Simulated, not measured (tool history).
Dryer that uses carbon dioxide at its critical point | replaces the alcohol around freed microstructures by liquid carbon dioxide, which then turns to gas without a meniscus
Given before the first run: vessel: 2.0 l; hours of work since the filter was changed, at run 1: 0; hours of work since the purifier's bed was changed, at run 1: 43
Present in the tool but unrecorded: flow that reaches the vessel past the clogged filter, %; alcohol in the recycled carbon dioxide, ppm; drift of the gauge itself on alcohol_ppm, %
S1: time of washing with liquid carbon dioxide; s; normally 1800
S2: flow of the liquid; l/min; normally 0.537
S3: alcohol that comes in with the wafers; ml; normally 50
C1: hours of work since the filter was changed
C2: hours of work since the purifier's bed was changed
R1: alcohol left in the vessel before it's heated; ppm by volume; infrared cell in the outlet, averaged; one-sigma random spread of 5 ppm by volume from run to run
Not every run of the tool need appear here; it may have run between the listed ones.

run 1 day=0.000 | S1=1800 S2=0.537 S3=50 | C1=0 C2=43 | R1=38
run 2 day=1.062 | S1=1800 S2=0.537 S3=50 | C1=20 C2=63 | R1=45
run 3 day=1.638 | S1=1800 S2=0.537 S3=50 | C1=31 C2=74 | R1=53
run 4 day=2.504 | S1=1800 S2=0.537 S3=50 | C1=47 C2=90 | R1=68
run 5 day=3.146 | S1=1800 S2=0.537 S3=50 | C1=59 C2=102 | R1=70
run 6 day=4.038 | S1=1800 S2=0.537 S3=24 | C1=76 C2=119 | R1=70
run 7 day=4.521 | S1=2400 S2=0.537 S3=24 | C1=85 C2=128 | R1=64
run 8 day=5.596 | S1=2400 S2=0.537 S3=24 | C1=106 C2=149 | R1=80
run 9 day=6.125 | S1=2400 S2=0.537 S3=24 | C1=116 C2=159 | R1=70
run 10 day=7.158 | S1=1800 S2=0.432 S3=50 | C1=135 C2=178 | R1=177
run 11 day=8.275 | S1=1800 S2=0.537 S3=50 | C1=156 C2=199 | R1=113
run 12 day=9.333 | S1=1800 S2=0.537 S3=50 | C1=176 C2=219 | R1=133
run 13 day=10.042 | S1=1800 S2=0.537 S3=50 | C1=190 C2=233 | R1=143
run 14 day=11.196 | S1=2280 S2=0.537 S3=50 | C1=212 C2=254 | R1=126
run 15 day=11.883 | S1=2760 S2=0.537 S3=50 | C1=225 C2=267 | R1=126
run 16 day=12.458 | S1=2760 S2=0.537 S3=67 | C1=235 C2=278 | R1=133
run 17 day=13.250 | S1=1260 S2=0.537 S3=56 | C1=251 C2=293 | R1=407
run 18 day=14.067 | S1=1440 S2=0.537 S3=92 | C1=266 C2=309 | R1=380
-- day=14.854 inlet filter changed
run 19 day=14.938 | S1=1440 S2=0.537 S3=92 | C1=2 C2=324 | R1=246
run 20 day=15.454 | S1=1800 S2=0.537 S3=31 | C1=11 C2=334 | R1=172
run 21 day=16.229 | S1=1140 S2=0.537 S3=57 | C1=26 C2=349 | R1=387
run 22 day=16.771 | S1=1140 S2=0.537 S3=57 | C1=36 C2=359 | R1=401
run 23 day=17.771 | S1=1140 S2=0.537 S3=57 | C1=55 C2=378 | R1=406
run 24 day=18.725 | S1=2520 S2=0.449 S3=50 | C1=73 C2=396 | R1=190
run 25 day=19.596 | S1=2520 S2=0.449 S3=50 | C1=90 C2=413 | R1=207
run 26 day=20.454 | S1=1260 S2=0.449 S3=48 | C1=106 C2=429 | R1=542
run 27 day=21.496 | S1=1800 S2=0.537 S3=50 | C1=126 C2=448 | R1=234
run 28 day=22.067 | S1=2640 S2=0.564 S3=99 | C1=136 C2=459 | R1=208
run 29 day=22.962 | S1=2640 S2=0.564 S3=99 | C1=153 C2=476 | R1=237
run 30 day=23.842 | S1=2640 S2=0.564 S3=99 | C1=170 C2=493 | R1=248

Below, each run's measurement less what the same run would have read without the hidden state. Both values contain the same run-to-run variation, but the gauge's scatter may not be the same in both:
run=1 R1=+19
run=2 R1=+31
run=3 R1=+38
run=4 R1=+45
run=5 R1=+51
run=6 R1=+59
run=7 R1=+61
run=8 R1=+70
run=9 R1=+70
run=10 R1=+113
run=11 R1=+101
run=12 R1=+115
run=13 R1=+122
run=14 R1=+120
run=15 R1=+126
run=16 R1=+125
run=17 R1=+281
run=18 R1=+283
run=19 R1=+158
run=20 R1=+157
run=21 R1=+183
run=22 R1=+193
run=23 R1=+210
run=24 R1=+182
run=25 R1=+197
run=26 R1=+286
run=27 R1=+219
run=28 R1=+208
run=29 R1=+225
run=30 R1=+234
